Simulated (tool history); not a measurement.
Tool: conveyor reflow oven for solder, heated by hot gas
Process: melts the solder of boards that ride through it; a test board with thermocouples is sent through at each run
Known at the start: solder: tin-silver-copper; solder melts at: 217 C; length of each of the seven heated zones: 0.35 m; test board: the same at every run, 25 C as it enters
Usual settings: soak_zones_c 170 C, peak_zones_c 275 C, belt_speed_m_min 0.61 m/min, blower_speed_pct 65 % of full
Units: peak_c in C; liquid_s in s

run	hour	soak_zones_c	peak_zones_c	belt_speed_m_min	blower_speed_pct	peak_c	liquid_s
1	0	170	275	0.61	65	248.2	45.4
2	8.4	170	275	0.61	61	246.5	43.5
3	22.2	160	275	0.61	61	243.7	38.3
4	32.8	160	275	0.61	61	243.7	38.3
5	45.1	160	275	0.61	61	243.7	38.5
6	54.6	170	275	0.61	65	248.2	45.2
7	63.6	170	275	0.61	65	248.2	45.2
8	73.9	170	275	0.61	65	248.2	45.4
9	92	170	275	0.61	65	248.2	45.3
10	102.7	168	275	0.61	65	247.6	44.3
11	120.1	168	275	0.61	65	247.7	44
12	131	168	275	0.61	65	247.5	44.4
13	144	168	275	0.61	65	247.6	44.3
14	154.1	168	275	0.61	65	247.8	44.1
15	167.9	168	275	0.61	65	247.7	44.5
16	185.6	168	275	0.61	65	247.9	44.2
17	201.3	170	275	0.712	56	236	26.6
18	217.4	170	275	0.712	56	235.8	26.6
19	227.5	170	264	0.727	51	223.8	11.2
20	236.2	158	265	0.727	51	220.2	5
21	245.1	158	265	0.727	51	220	5.1
22	261.5	170	275	0.592	82	255.5	53.3
23	274.6	170	269	0.542	69	249.4	53.7
24	289.9	157	282	0.542	58	252.7	50.9
25	300.8	157	282	0.542	58	252.8	51.1
26	313.6	170	278	0.61	64	250.2	46.5
27	331.3	170	278	0.61	64	250.2	46.7
28	340.3	170	278	0.61	64	250.2	46.4
29	348	162	265	0.61	85	245.4	42.3
30	368.4	157	264	0.536	76	245.6	47.4
31	384.4	157	264	0.536	76	245.8	47.5

Taken out of this log: 1 entry between the listed runs. Where each belongs, and how the hidden state differs across it:
Between runs 29 and 30: flux residue cleaned out of gas plates and filters (hour 361.3)
  heat that the gas passes to the board, % of a clean oven's: 99.8 -> 100; true gas temperature in zones 6 and 7 over the reading, C: -0.05 -> -0.06

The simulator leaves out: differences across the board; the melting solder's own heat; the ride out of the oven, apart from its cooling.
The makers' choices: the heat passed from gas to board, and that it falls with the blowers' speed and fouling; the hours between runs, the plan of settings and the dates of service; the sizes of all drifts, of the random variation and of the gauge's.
